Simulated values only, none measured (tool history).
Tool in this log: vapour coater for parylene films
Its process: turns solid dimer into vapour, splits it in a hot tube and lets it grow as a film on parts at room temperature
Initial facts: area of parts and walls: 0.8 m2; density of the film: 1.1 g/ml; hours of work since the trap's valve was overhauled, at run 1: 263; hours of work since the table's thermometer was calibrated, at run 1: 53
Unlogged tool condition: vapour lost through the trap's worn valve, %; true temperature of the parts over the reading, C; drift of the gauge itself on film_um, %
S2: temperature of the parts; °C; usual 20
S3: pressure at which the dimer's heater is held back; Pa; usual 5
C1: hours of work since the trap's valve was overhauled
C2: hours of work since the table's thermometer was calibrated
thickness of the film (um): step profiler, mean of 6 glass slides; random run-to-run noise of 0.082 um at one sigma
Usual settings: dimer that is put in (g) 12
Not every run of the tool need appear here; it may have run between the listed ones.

run 1 hour=0 | dimer_that_is_put_in_(g)=12 S2=20 S3=5 | C1=263 C2=53 | thickness_of_the_film_(um)=9.56
run 2 hour=18.5 | dimer_that_is_put_in_(g)=12 S2=21 S3=5 | C1=271 C2=61 | thickness_of_the_film_(um)=9.14
run 3 hour=52.7 | dimer_that_is_put_in_(g)=12 S2=21 S3=5 | C1=285 C2=75 | thickness_of_the_film_(um)=9.02
run 4 hour=75.2 | dimer_that_is_put_in_(g)=12 S2=21 S3=5 | C1=295 C2=85 | thickness_of_the_film_(um)=8.95
run 5 hour=102.2 | dimer_that_is_put_in_(g)=6 S2=21 S3=5 | C1=306 C2=96 | thickness_of_the_film_(um)=4.47
run 6 hour=124.9 | dimer_that_is_put_in_(g)=9 S2=21 S3=5 | C1=316 C2=106 | thickness_of_the_film_(um)=6.8
-- hour=144.8 trap's valve overhauled
run 7 hour=159 | dimer_that_is_put_in_(g)=9 S2=27 S3=5 | C1=6 C2=118 | thickness_of_the_film_(um)=5.72
run 8 hour=181.2 | dimer_that_is_put_in_(g)=9 S2=27 S3=5 | C1=15 C2=128 | thickness_of_the_film_(um)=5.57
run 9 hour=212 | dimer_that_is_put_in_(g)=7 S2=21 S3=3.94 | C1=28 C2=141 | thickness_of_the_film_(um)=5.58
run 10 hour=244.8 | dimer_that_is_put_in_(g)=7 S2=21 S3=3.94 | C1=42 C2=154 | thickness_of_the_film_(um)=5.56
run 11 hour=261.5 | dimer_that_is_put_in_(g)=6 S2=24 S3=5 | C1=49 C2=161 | thickness_of_the_film_(um)=4.23

Run 12, settings as shown, results not yet in. Your forecast:
run 12 hour=279.5 | dimer_that_is_put_in_(g)=6 S2=19 S3=3.39 | C1=57 C2=169 | thickness_of_the_film_(um)=?

Run 12 measured thickness of the film (um) 5.19.
With no hidden state in the tool, this same run would have given thickness of the film (um) 5.29.

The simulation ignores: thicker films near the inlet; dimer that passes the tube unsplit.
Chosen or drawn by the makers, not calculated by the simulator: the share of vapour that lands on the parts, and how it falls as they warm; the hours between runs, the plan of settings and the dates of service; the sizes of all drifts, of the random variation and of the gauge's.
